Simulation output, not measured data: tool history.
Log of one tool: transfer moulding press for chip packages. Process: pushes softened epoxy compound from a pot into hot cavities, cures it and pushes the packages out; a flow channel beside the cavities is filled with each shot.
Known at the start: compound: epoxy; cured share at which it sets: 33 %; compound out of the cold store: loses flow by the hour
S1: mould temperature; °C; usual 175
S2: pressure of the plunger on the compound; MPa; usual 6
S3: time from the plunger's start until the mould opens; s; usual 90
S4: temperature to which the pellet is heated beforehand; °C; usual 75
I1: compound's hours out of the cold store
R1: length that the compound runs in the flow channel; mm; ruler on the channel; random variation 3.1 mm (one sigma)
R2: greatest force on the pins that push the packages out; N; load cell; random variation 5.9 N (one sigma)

| run | hour | S1 | S2 | S3 | S4 | I1 | R1 | R2 |
|---|---|---|---|---|---|---|---|---|
| 1 | 0 | 175 | 6 | 90 | 75 | 32.1 | 864 | 252 |
|  | 32.5 | cavities cleaned with cleaning compound and waxed |
| 2 | 39.7 | 175 | 6.24 | 90 | 75 | 23.5 | 893 | 319 |
|  | 72.8 | cavities cleaned with cleaning compound and waxed |
| 3 | 97.4 | 175 | 6.24 | 90 | 75 | 42.2 | 849 | 279 |
|  | 112.4 | cavities cleaned with cleaning compound and waxed |
|  | 150.6 | cavities cleaned with cleaning compound and waxed |
| 4 | 150.6 | 179 | 6 | 90 | 75 | 47.8 | 799 | 186 |
|  | 178.4 | mould's thermocouples calibrated |
|  | 190.1 | cavities cleaned with cleaning compound and waxed |
| 5 | 190.1 | 175 | 6 | 90 | 75 | 13.4 | 882 | 223 |
|  | 219.1 | cavities cleaned with cleaning compound and waxed, once more |
| 6 | 237.6 | 180 | 6 | 90 | 75 | 47.1 | 796 | 227 |
|  | 260.1 | cavities cleaned with cleaning compound and waxed |
| 7 | 272.3 | 180 | 6 | 108 | 75 | 24.6 | 845 | 208 |
|  | 298.3 | cavities cleaned with cleaning compound and waxed |
|  | 331.8 | plunger's sealing rings changed |
| 8 | 333.4 | 175 | 6 | 90 | 75 | 28.1 | 878 | 317 |
|  | 341.1 | cavities cleaned with cleaning compound and waxed |
|  | 380.5 | cavities cleaned with cleaning compound and waxed |
| 9 | 382.9 | 175 | 6 | 90 | 77 | 30 | 863 | 230 |
| 10 | 413.5 | 175 | 6 | 90 | 77 | 41.1 | 837 | 285 |
|  | 420.7 | cavities cleaned with cleaning compound and waxed |
|  | 461.8 | cavities cleaned with cleaning compound and waxed |
| 11 | 464.6 | 175 | 6 | 90 | 75 | 29.4 | 852 | 222 |
|  | 503.1 | cavities cleaned with cleaning compound and waxed |
| 12 | 516.5 | 175 | 5.34 | 90 | 75 | 31.3 | 793 | 277 |
|  | 543.2 | cavities cleaned with cleaning compound and waxed |
| 13 | 564.4 | 175 | 5.34 | 90 | 83 | 35.1 | 785 | 278 |
|  | 583.6 | cavities cleaned with cleaning compound and waxed |
|  | 623.9 | cavities cleaned with cleaning compound and waxed |
| 14 | 627 | 182 | 5.34 | 84 | 78 | 17.2 | 794 | 193 |
|  | 665.1 | plunger's sealing rings changed |
|  | 666.6 | cavities cleaned with cleaning compound and waxed |
| 15 | 666.7 | 175 | 6 | 102 | 79 | 26.5 | 878 | 188 |
|  | 704.8 | cavities cleaned with cleaning compound and waxed |
| 16 | 719.2 | 175 | 6 | 86 | 75 | 21.5 | 883 | 295 |
|  | 744.8 | cavities cleaned with cleaning compound and waxed |
| 17 | 777.1 | 175 | 7.03 | 121 | 82 | 33.3 | 910 | 235 |
|  | 786.6 | cavities cleaned with cleaning compound and waxed |
| 18 | 815.4 | 169 | 4.7 | 109 | 75 | 40.6 | 743 | 288 |
|  | 826.1 | cavities cleaned with cleaning compound and waxed |
| 19 | 861.2 | 169 | 4.7 | 109 | 75 | 12.2 | 797 | 313 |
|  | 868.4 | cavities cleaned with cleaning compound and waxed |
|  | 907.2 | cavities cleaned with cleaning compound and waxed |
| 20 | 913.2 | 169 | 4.7 | 109 | 75 | 43.8 | 729 | 239 |
|  | 946.2 | cavities cleaned with cleaning compound and waxed |
| 21 | 975.9 | 182 | 6 | 90 | 75 | 39.7 | 794 | 238 |
|  | 986.4 | cavities cleaned with cleaning compound and waxed |
|  | 997.4 | plunger's sealing rings changed |
|  | 1028.9 | cavities cleaned with cleaning compound and waxed |
| 22 | 1035.3 | 182 | 6 | 90 | 75 | 46.9 | 816 | 187 |
|  | 1067.2 | cavities cleaned with cleaning compound and waxed |
| 23 | 1067.4 | 175 | 6.01 | 116 | 75 | 31.5 | 859 | 170 |
|  | 1105.1 | mould's thermocouples calibrated |
|  | 1106.6 | cavities cleaned with cleaning compound and waxed |
| 24 | 1114.2 | 175 | 6.01 | 116 | 75 | 26.9 | 868 | 199 |
|  | 1148.4 | cavities cleaned with cleaning compound and waxed |
| 25 | 1177.2 | 175 | 6.01 | 100 | 76 | 43.1 | 820 | 250 |

5 ways to go on from here, each from the tool as it stands after run 25. What would each give?
|  | 1187.3 | cavities cleaned with cleaning compound and waxed |
| A | 1219.4 | 176 | 6.01 | 100 | 76 | 31.7 | ? | ? |
|  | 1187.3 | cavities cleaned with cleaning compound and waxed |
| B | 1219.4 | 175 | 6 | 128 | 75 | 38.3 | ? | ? |
|  | 1187.3 | cavities cleaned with cleaning compound and waxed |
| C | 1219.4 | 182 | 4.51 | 90 | 81 | 9.6 | ? | ? |
|  | 1187.3 | cavities cleaned with cleaning compound and waxed |
| D | 1219.4 | 168 | 5.42 | 100 | 84 | 35 | ? | ? |
|  | 1187.3 | cavities cleaned with cleaning compound and waxed |
| E | 1219.4 | 179 | 4.52 | 103 | 75 | 38.7 | ? | ? |

| run | R1 | R2 |
|---|---|---|
| A | 841 | 257 |
| B | 829 | 229 |
| C | 760 | 243 |
| D | 805 | 365 |
| E | 710 | 230 |
Without the tool's hidden state the same runs would have given:
| run | R1 | R2 |
|---|---|---|
| A | 869 | 191 |
| B | 857 | 167 |
| C | 785 | 179 |
| D | 832 | 277 |
| E | 734 | 167 |

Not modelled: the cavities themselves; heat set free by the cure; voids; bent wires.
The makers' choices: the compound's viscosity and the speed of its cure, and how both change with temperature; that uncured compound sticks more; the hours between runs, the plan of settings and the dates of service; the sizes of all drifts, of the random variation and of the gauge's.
